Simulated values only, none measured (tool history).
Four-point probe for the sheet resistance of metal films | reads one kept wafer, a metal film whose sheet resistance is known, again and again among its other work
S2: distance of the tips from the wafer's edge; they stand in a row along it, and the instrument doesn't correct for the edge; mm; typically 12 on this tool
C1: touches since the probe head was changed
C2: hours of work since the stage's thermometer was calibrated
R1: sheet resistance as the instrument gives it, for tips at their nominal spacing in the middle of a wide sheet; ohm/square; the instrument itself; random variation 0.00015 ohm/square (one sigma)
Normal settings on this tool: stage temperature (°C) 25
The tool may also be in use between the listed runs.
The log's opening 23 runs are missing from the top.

run 24 hour=257.6 | stage_temperature_(°C)=22 S2=12 | C1=20079 C2=516 | R1=0.768741
run 25 hour=267.5 | stage_temperature_(°C)=31 S2=12 | C1=20365 C2=522 | R1=0.766442
run 26 hour=280.2 | stage_temperature_(°C)=32 S2=4 | C1=20730 C2=531 | R1=0.800502
run 27 hour=295.4 | stage_temperature_(°C)=25 S2=3 | C1=21166 C2=541 | R1=0.829747
run 28 hour=303.8 | stage_temperature_(°C)=25 S2=5 | C1=21408 C2=546 | R1=0.788876
run 29 hour=315.7 | stage_temperature_(°C)=34 S2=28 | C1=21748 C2=554 | R1=0.762334
run 30 hour=330.4 | stage_temperature_(°C)=23 S2=69 | C1=22170 C2=564 | R1=0.763717
run 31 hour=340.6 | stage_temperature_(°C)=24 S2=6 | C1=22463 C2=570 | R1=0.781514
run 32 hour=347.3 | stage_temperature_(°C)=25 S2=34 | C1=22656 C2=575 | R1=0.763500
run 33 hour=362.4 | stage_temperature_(°C)=25 S2=10 | C1=23090 C2=585 | R1=0.769945
run 34 hour=370.1 | stage_temperature_(°C)=25 S2=39 | C1=23310 C2=590 | R1=0.763575
run 35 hour=379.7 | stage_temperature_(°C)=25 S2=39 | C1=23587 C2=596 | R1=0.763687
run 36 hour=395.6 | stage_temperature_(°C)=20 S2=69 | C1=24042 C2=606 | R1=0.764629
run 37 hour=404.6 | stage_temperature_(°C)=33 S2=19 | C1=24299 C2=612 | R1=0.763444
run 38 hour=420.4 | stage_temperature_(°C)=33 S2=19 | C1=24754 C2=623 | R1=0.763169
run 39 hour=428.4 | stage_temperature_(°C)=33 S2=19 | C1=24985 C2=628 | R1=0.763303
run 40 hour=441.7 | stage_temperature_(°C)=35 S2=6 | C1=25365 C2=637 | R1=0.778998
run 41 hour=448.2 | stage_temperature_(°C)=32 S2=9 | C1=25551 C2=641 | R1=0.769599
run 42 hour=459.8 | stage_temperature_(°C)=32 S2=9 | C1=25886 C2=649 | R1=0.769690
run 43 hour=466.4 | stage_temperature_(°C)=25 S2=19 | C1=26075 C2=653 | R1=0.765222
run 44 hour=477.3 | stage_temperature_(°C)=25 S2=8 | C1=26389 C2=660 | R1=0.773449
run 45 hour=492.8 | stage_temperature_(°C)=25 S2=8 | C1=26832 C2=670 | R1=0.773712

What if the next run were any one of these 4? Each begins from the tool's condition after run 45:
run A hour=505.5 | stage_temperature_(°C)=19 S2=11 | C1=27198 C2=679 | R1=?
run B hour=505.5 | stage_temperature_(°C)=24 S2=9 | C1=27198 C2=679 | R1=?
run C hour=505.5 | stage_temperature_(°C)=25 S2=24 | C1=27198 C2=679 | R1=?
run D hour=505.5 | stage_temperature_(°C)=25 S2=4 | C1=27198 C2=679 | R1=?

run=A R1=0.770060
run=B R1=0.771791
run=C R1=0.764542
run=D R1=0.802669
Without the tool's hidden state the same runs would have given:
run=A R1=0.770067
run=B R1=0.771798
run=C R1=0.764549
run=D R1=0.802676

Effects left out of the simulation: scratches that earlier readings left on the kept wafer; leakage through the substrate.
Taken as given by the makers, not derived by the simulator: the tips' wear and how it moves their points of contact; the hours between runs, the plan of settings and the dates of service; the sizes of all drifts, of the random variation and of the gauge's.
